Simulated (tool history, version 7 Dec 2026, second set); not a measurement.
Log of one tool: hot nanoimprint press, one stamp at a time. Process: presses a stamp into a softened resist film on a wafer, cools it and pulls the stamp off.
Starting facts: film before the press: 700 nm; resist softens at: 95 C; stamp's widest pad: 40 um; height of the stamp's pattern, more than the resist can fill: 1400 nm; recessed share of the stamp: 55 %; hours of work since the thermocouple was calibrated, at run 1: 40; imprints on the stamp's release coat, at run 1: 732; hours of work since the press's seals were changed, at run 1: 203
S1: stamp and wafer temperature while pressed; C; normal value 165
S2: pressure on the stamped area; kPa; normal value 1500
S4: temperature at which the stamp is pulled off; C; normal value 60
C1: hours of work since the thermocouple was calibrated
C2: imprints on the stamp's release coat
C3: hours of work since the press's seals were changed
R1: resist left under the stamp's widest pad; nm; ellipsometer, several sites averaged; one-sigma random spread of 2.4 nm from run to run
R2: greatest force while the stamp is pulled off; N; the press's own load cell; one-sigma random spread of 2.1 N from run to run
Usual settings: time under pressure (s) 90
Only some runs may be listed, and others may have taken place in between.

{"run": 1, "hour": 0.0, "S1": 165, "S2": 1500, "time under pressure (s)": 90, "S4": 60, "C1": 40, "C2": 732, "C3": 203, "R1": 394.3, "R2": 121}
{"run": 2, "hour": 66.0, "S1": 165, "S2": 1500, "time under pressure (s)": 90, "S4": 60, "C1": 91, "C2": 916, "C3": 253, "R1": 396.9, "R2": 134}
{"run": 3, "hour": 106.7, "S1": 165, "S2": 1500, "time under pressure (s)": 90, "S4": 62, "C1": 122, "C2": 1029, "C3": 285, "R1": 397.7, "R2": 132}
{"run": 4, "hour": 151.6, "S1": 165, "S2": 1500, "time under pressure (s)": 90, "S4": 62, "C1": 157, "C2": 1154, "C3": 319, "R1": 399.9, "R2": 136}
{"run": 5, "hour": 231.8, "S1": 165, "S2": 1500, "time under pressure (s)": 90, "S4": 62, "C1": 219, "C2": 1378, "C3": 381, "R1": 399, "R2": 153}
{"run": 6, "hour": 306.0, "S1": 165, "S2": 1500, "time under pressure (s)": 97, "S4": 62, "C1": 276, "C2": 1584, "C3": 438, "R1": 396.5, "R2": 163}
{"run": 7, "hour": 380.5, "S1": 165, "S2": 1500, "time under pressure (s)": 143, "S4": 60, "C1": 333, "C2": 1792, "C3": 496, "R1": 350.3, "R2": 166}
{"run": 8, "hour": 457.7, "S1": 171, "S2": 1500, "time under pressure (s)": 90, "S4": 60, "C1": 393, "C2": 2007, "C3": 555, "R1": 348.2, "R2": 176}
{"hour": 478.7, "done": "press's hydraulic seals changed and the load cell set to zero"}
{"hour": 520.4, "done": "stamp cleaned and given a new release coat"}
{"run": 9, "hour": 528.2, "S1": 165, "S2": 1500, "time under pressure (s)": 80, "S4": 60, "C1": 436, "C2": 22, "C3": 34, "R1": 417.7, "R2": 95}
{"hour": 562.0, "done": "plate thermocouple calibrated"}
{"run": 10, "hour": 624.0, "S1": 165, "S2": 1500, "time under pressure (s)": 80, "S4": 60, "C1": 48, "C2": 281, "C3": 105, "R1": 431.5, "R2": 107}
{"run": 11, "hour": 690.5, "S1": 165, "S2": 1500, "time under pressure (s)": 90, "S4": 48, "C1": 99, "C2": 466, "C3": 156, "R1": 418.4, "R2": 124}
{"run": 12, "hour": 766.4, "S1": 165, "S2": 1500, "time under pressure (s)": 90, "S4": 48, "C1": 158, "C2": 677, "C3": 215, "R1": 419, "R2": 138}
{"run": 13, "hour": 851.9, "S1": 165, "S2": 1500, "time under pressure (s)": 90, "S4": 50, "C1": 223, "C2": 915, "C3": 281, "R1": 425.4, "R2": 148}
{"run": 14, "hour": 903.8, "S1": 165, "S2": 1500, "time under pressure (s)": 90, "S4": 50, "C1": 263, "C2": 1060, "C3": 321, "R1": 423.2, "R2": 157}
{"run": 15, "hour": 967.0, "S1": 165, "S2": 1490, "time under pressure (s)": 132, "S4": 60, "C1": 312, "C2": 1236, "C3": 369, "R1": 382.6, "R2": 151}
{"run": 16, "hour": 1059.1, "S1": 165, "S2": 1500, "time under pressure (s)": 88, "S4": 46, "C1": 383, "C2": 1492, "C3": 440, "R1": 430.1, "R2": 180}
{"hour": 1098.6, "done": "plate thermocouple calibrated, once more"}
{"run": 17, "hour": 1143.6, "S1": 155, "S2": 940, "time under pressure (s)": 88, "S4": 56, "C1": 35, "C2": 1719, "C3": 503, "R1": 591.2, "R2": 181}
{"hour": 1231.3, "done": "press's hydraulic seals changed and the load cell set to zero"}
{"run": 18, "hour": 1231.8, "S1": 155, "S2": 1870, "time under pressure (s)": 107, "S4": 56, "C1": 97, "C2": 1943, "C3": 0, "R1": 449.5, "R2": 183}
{"hour": 1303.7, "done": "stamp cleaned and given a new release coat"}
{"run": 19, "hour": 1324.9, "S1": 155, "S2": 1510, "time under pressure (s)": 60, "S4": 51, "C1": 164, "C2": 59, "C3": 68, "R1": 554.5, "R2": 106}
{"run": 20, "hour": 1406.1, "S1": 172, "S2": 2200, "time under pressure (s)": 90, "S4": 60, "C1": 226, "C2": 285, "C3": 130, "R1": 265.5, "R2": 103}
{"run": 21, "hour": 1470.3, "S1": 165, "S2": 2020, "time under pressure (s)": 114, "S4": 60, "C1": 276, "C2": 464, "C3": 180, "R1": 320.7, "R2": 114}
{"run": 22, "hour": 1540.4, "S1": 161, "S2": 1130, "time under pressure (s)": 90, "S4": 60, "C1": 330, "C2": 659, "C3": 234, "R1": 502.4, "R2": 120}
{"run": 23, "hour": 1622.0, "S1": 161, "S2": 1130, "time under pressure (s)": 90, "S4": 60, "C1": 393, "C2": 887, "C3": 297, "R1": 505.4, "R2": 132}
{"run": 24, "hour": 1678.5, "S1": 165, "S2": 1380, "time under pressure (s)": 164, "S4": 60, "C1": 436, "C2": 1044, "C3": 340, "R1": 354.9, "R2": 140}
{"hour": 1712.4, "done": "plate thermocouple calibrated"}
{"run": 25, "hour": 1774.3, "S1": 158, "S2": 1710, "time under pressure (s)": 90, "S4": 60, "C1": 48, "C2": 1302, "C3": 412, "R1": 449.5, "R2": 150}
{"run": 26, "hour": 1846.3, "S1": 165, "S2": 1500, "time under pressure (s)": 90, "S4": 66, "C1": 103, "C2": 1503, "C3": 467, "R1": 397.3, "R2": 150}

A few steps of R1 between consecutive runs. Split each: what settings, incoming material and random variation would produce without the hidden state, and what is left over for the hidden state, along with gauge scatter present in only one of the two compared results (measured, and without hidden state):
The hidden state here: true temperature over the reading, C; pressure that arrives at the usual setting, %; grip of the stamp's worn release coat, % over a new coat's; drift of the gauge itself on residual_nm, %; drift of the gauge itself on pull_off_n, %.
Run 16 -> 17: S1 165 -> 155, S2 1500 -> 940, S4 46 -> 56, plate thermocouple calibrated, once more. R1 +161.1 nm: hidden state -37, all else +198.1.
Run 19 -> 20: S1 155 -> 172, S2 1510 -> 2200, time under pressure (s) 60 -> 90, S4 51 -> 60. R1 -289 nm: hidden state +0.3, all else -289.3.
Run 21 -> 22: S1 165 -> 161, S2 2020 -> 1130, time under pressure (s) 114 -> 90. R1 +181.7 nm: hidden state +3.2, all else +178.5.
Run 24 -> 25: S1 165 -> 158, S2 1380 -> 1710, time under pressure (s) 164 -> 90, plate thermocouple calibrated. R1 +94.6 nm: hidden state -13, all else +107.6.
